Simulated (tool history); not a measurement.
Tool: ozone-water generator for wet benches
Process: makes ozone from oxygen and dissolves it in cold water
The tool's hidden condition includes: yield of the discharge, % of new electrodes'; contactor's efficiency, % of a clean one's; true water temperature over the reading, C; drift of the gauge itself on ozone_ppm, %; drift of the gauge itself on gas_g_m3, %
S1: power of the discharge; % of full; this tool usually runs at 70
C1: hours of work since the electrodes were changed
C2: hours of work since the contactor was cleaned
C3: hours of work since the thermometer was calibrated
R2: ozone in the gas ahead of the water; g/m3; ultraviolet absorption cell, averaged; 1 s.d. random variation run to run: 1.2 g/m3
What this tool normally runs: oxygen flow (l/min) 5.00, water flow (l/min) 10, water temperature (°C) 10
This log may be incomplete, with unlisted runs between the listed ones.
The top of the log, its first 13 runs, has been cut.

run 14 hour=310.4 | S1=70 oxygen_flow_(l/min)=5.00 water_flow_(l/min)=10 water_temperature_(°C)=10 | C1=646 C2=1301 C3=672 | dissolved_ozone_(ppm)=37.7 R2=206.7
run 15 hour=324.6 | S1=79 oxygen_flow_(l/min)=5.00 water_flow_(l/min)=10 water_temperature_(°C)=10 | C1=655 C2=1310 C3=681 | dissolved_ozone_(ppm)=42.1 R2=230.3
run 16 hour=340.1 | S1=70 oxygen_flow_(l/min)=5.00 water_flow_(l/min)=10 water_temperature_(°C)=10 | C1=665 C2=1319 C3=691 | dissolved_ozone_(ppm)=37.8 R2=209.2
run 17 hour=360.6 | S1=70 oxygen_flow_(l/min)=5.00 water_flow_(l/min)=10 water_temperature_(°C)=10 | C1=677 C2=1332 C3=704 | dissolved_ozone_(ppm)=37.7 R2=207.4
run 18 hour=382.2 | S1=70 oxygen_flow_(l/min)=5.00 water_flow_(l/min)=6 water_temperature_(°C)=17 | C1=691 C2=1346 C3=717 | dissolved_ozone_(ppm)=41.5 R2=207.5
run 19 hour=404.6 | S1=79 oxygen_flow_(l/min)=5.00 water_flow_(l/min)=10 water_temperature_(°C)=12 | C1=705 C2=1359 C3=731 | dissolved_ozone_(ppm)=40.9 R2=230.7
run 20 hour=427.9 | S1=84 oxygen_flow_(l/min)=3.21 water_flow_(l/min)=12 water_temperature_(°C)=8 | C1=719 C2=1374 C3=745 | dissolved_ozone_(ppm)=40.2 R2=306.8
run 21 hour=443.5 | S1=97 oxygen_flow_(l/min)=7.06 water_flow_(l/min)=14 water_temperature_(°C)=17 | C1=729 C2=1384 C3=755 | dissolved_ozone_(ppm)=36.1 R2=235.1
run 22 hour=474.9 | S1=46 oxygen_flow_(l/min)=7.00 water_flow_(l/min)=14 water_temperature_(°C)=8 | C1=748 C2=1403 C3=774 | dissolved_ozone_(ppm)=21.4 R2=119.6
-- hour=492.4 gauge calibrated
run 23 hour=494.9 | S1=90 oxygen_flow_(l/min)=5.51 water_flow_(l/min)=14 water_temperature_(°C)=8 | C1=761 C2=1415 C3=787 | dissolved_ozone_(ppm)=39.4 R2=251.9
run 24 hour=515.4 | S1=69 oxygen_flow_(l/min)=5.10 water_flow_(l/min)=14 water_temperature_(°C)=8 | C1=773 C2=1428 C3=799 | dissolved_ozone_(ppm)=31.1 R2=208.1
run 25 hour=539.0 | S1=69 oxygen_flow_(l/min)=5.10 water_flow_(l/min)=14 water_temperature_(°C)=8 | C1=788 C2=1443 C3=814 | dissolved_ozone_(ppm)=31.2 R2=207.7
run 26 hour=557.8 | S1=96 oxygen_flow_(l/min)=3.02 water_flow_(l/min)=9 water_temperature_(°C)=7 | C1=800 C2=1454 C3=826 | dissolved_ozone_(ppm)=56.4 R2=365.7
run 27 hour=587.8 | S1=96 oxygen_flow_(l/min)=4.93 water_flow_(l/min)=11 water_temperature_(°C)=6 | C1=818 C2=1473 C3=844 | dissolved_ozone_(ppm)=50.5 R2=285.3
run 28 hour=604.1 | S1=96 oxygen_flow_(l/min)=4.93 water_flow_(l/min)=11 water_temperature_(°C)=10 | C1=828 C2=1483 C3=854 | dissolved_ozone_(ppm)=47.2 R2=283.1
run 29 hour=629.8 | S1=48 oxygen_flow_(l/min)=5.00 water_flow_(l/min)=9 water_temperature_(°C)=17 | C1=844 C2=1499 C3=870 | dissolved_ozone_(ppm)=24.5 R2=149.1
run 30 hour=653.1 | S1=70 oxygen_flow_(l/min)=5.31 water_flow_(l/min)=10 water_temperature_(°C)=10 | C1=859 C2=1513 C3=885 | dissolved_ozone_(ppm)=37.4 R2=203.1
run 31 hour=682.7 | S1=70 oxygen_flow_(l/min)=6.21 water_flow_(l/min)=10 water_temperature_(°C)=7 | C1=877 C2=1532 C3=903 | dissolved_ozone_(ppm)=38.9 R2=188.7
run 32 hour=705.2 | S1=70 oxygen_flow_(l/min)=6.21 water_flow_(l/min)=10 water_temperature_(°C)=7 | C1=891 C2=1546 C3=917 | dissolved_ozone_(ppm)=39.0 R2=188.7
run 33 hour=727.9 | S1=50 oxygen_flow_(l/min)=2.90 water_flow_(l/min)=6 water_temperature_(°C)=6 | C1=905 C2=1560 C3=931 | dissolved_ozone_(ppm)=40.9 R2=204.2
run 34 hour=750.6 | S1=50 oxygen_flow_(l/min)=4.75 water_flow_(l/min)=11 water_temperature_(°C)=6 | C1=919 C2=1574 C3=945 | dissolved_ozone_(ppm)=27.8 R2=159.3

3 ways to go on from here, each from the tool as it stands after run 34. What would each give?
run A hour=764.8 | S1=44 oxygen_flow_(l/min)=5.00 water_flow_(l/min)=6 water_temperature_(°C)=10 | C1=928 C2=1583 C3=954 | dissolved_ozone_(ppm)=? R2=?
run B hour=764.8 | S1=70 oxygen_flow_(l/min)=5.00 water_flow_(l/min)=6 water_temperature_(°C)=10 | C1=928 C2=1583 C3=954 | dissolved_ozone_(ppm)=? R2=?
run C hour=764.8 | S1=50 oxygen_flow_(l/min)=4.75 water_flow_(l/min)=10 water_temperature_(°C)=8 | C1=928 C2=1583 C3=954 | dissolved_ozone_(ppm)=? R2=?

run=A dissolved_ozone_(ppm)=32.0 R2=136.2
run=B dissolved_ozone_(ppm)=48.8 R2=208.9
run=C dissolved_ozone_(ppm)=28.9 R2=157.5
Had the tool no hidden state, the same runs would have come out as:
run=A dissolved_ozone_(ppm)=32.0 R2=138.4
run=B dissolved_ozone_(ppm)=48.9 R2=212.2
run=C dissolved_ozone_(ppm)=28.9 R2=160.0
